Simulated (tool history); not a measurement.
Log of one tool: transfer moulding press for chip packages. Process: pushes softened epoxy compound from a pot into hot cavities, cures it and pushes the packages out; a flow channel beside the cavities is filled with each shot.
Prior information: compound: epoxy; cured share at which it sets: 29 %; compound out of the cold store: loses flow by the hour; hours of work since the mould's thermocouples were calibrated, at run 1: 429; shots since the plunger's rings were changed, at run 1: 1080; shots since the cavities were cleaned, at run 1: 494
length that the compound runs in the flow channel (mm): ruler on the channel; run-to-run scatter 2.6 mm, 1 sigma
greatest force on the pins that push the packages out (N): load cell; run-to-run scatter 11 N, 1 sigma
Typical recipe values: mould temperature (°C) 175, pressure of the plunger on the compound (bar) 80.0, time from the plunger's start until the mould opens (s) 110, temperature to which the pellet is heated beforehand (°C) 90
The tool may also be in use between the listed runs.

run	hour	mould temperature (°C)	pressure of the plunger on the compound (bar)	time from the plunger's start until the mould opens (s)	temperature to which the pellet is heated beforehand (°C)	hours of work since the mould's thermocouples were calibrated	shots since the plunger's rings were changed	shots since the cavities were cleaned	incoming compound's hours out of the cold store	length that the compound runs in the flow channel (mm)	greatest force on the pins that push the packages out (N)
1	0.0	175	80.0	110	90	429	1080	494	39.1	582	667
2	32.2	175	80.0	110	90	449	1386	800	39.8	574	733
# hour 63.7: mould's thermocouples calibrated
# hour 77.4: cavities cleaned with cleaning compound and waxed
3	77.4	175	76.0	110	90	8	1783	0	27.5	578	509
4	132.5	175	80.0	110	90	41	2307	524	24.5	592	671
5	180.2	175	80.0	110	90	71	2760	977	45.8	550	680
# hour 205.2: cavities cleaned with cleaning compound and waxed
6	212.3	175	80.0	110	90	89	3051	68	36.5	560	517
7	239.2	175	80.0	110	85	106	3306	323	41.0	547	599
8	276.7	175	80.0	110	90	129	3663	680	23.6	580	698
9	324.6	175	80.0	110	90	158	4119	1136	25.2	573	744
# hour 334.9: cavities cleaned with cleaning compound and waxed
10	354.2	175	80.0	110	90	176	4386	183	34.6	554	584
11	408.3	175	80.0	110	90	209	4900	697	33.8	547	700
12	444.3	175	80.0	110	90	231	5243	1040	29.6	557	716
# hour 463.1: plunger's sealing rings changed
# hour 464.6: cavities cleaned with cleaning compound and waxed
13	495.2	175	80.0	110	90	260	290	290	43.0	577	612
14	523.9	175	80.0	110	90	277	564	564	26.4	606	677
15	551.4	175	80.0	110	90	294	825	825	20.7	613	716
# hour 591.6: cavities cleaned with cleaning compound and waxed
16	591.9	177	80.0	147	91	318	1195	3	36.4	578	414
17	618.6	169	79.2	110	90	334	1449	257	32.5	599	890
18	659.6	169	79.2	110	90	360	1839	647	38.5	583	1017
19	707.3	179	80.0	110	100	389	2293	1101	19.8	588	644
# hour 719.6: cavities cleaned with cleaning compound and waxed
20	751.7	174	77.9	116	92	415	2701	306	25.9	581	631
21	808.7	174	63.5	106	92	450	3242	847	37.5	502	793
# hour 840.0: mould's thermocouples calibrated
# hour 846.7: cavities cleaned with cleaning compound and waxed
22	850.5	177	78.5	106	92	6	3606	36	10.0	602	523
23	894.2	175	84.1	98	90	32	4022	452	9.5	623	861
24	944.5	175	84.1	98	90	63	4500	930	33.9	567	871

Run 25 comes next. What will it give?
# hour 975.2: cavities cleaned with cleaning compound and waxed
25	1006.1	175	62.5	110	83	100	5072	294	28.2	?	?

length that the compound runs in the flow channel (mm): 489
greatest force on the pins that push the packages out (N): 643
With the hidden condition absent and the run-to-run variation left alone, this run would have shown length that the compound runs in the flow channel (mm) 534, greatest force on the pins that push the packages out (N) 499.
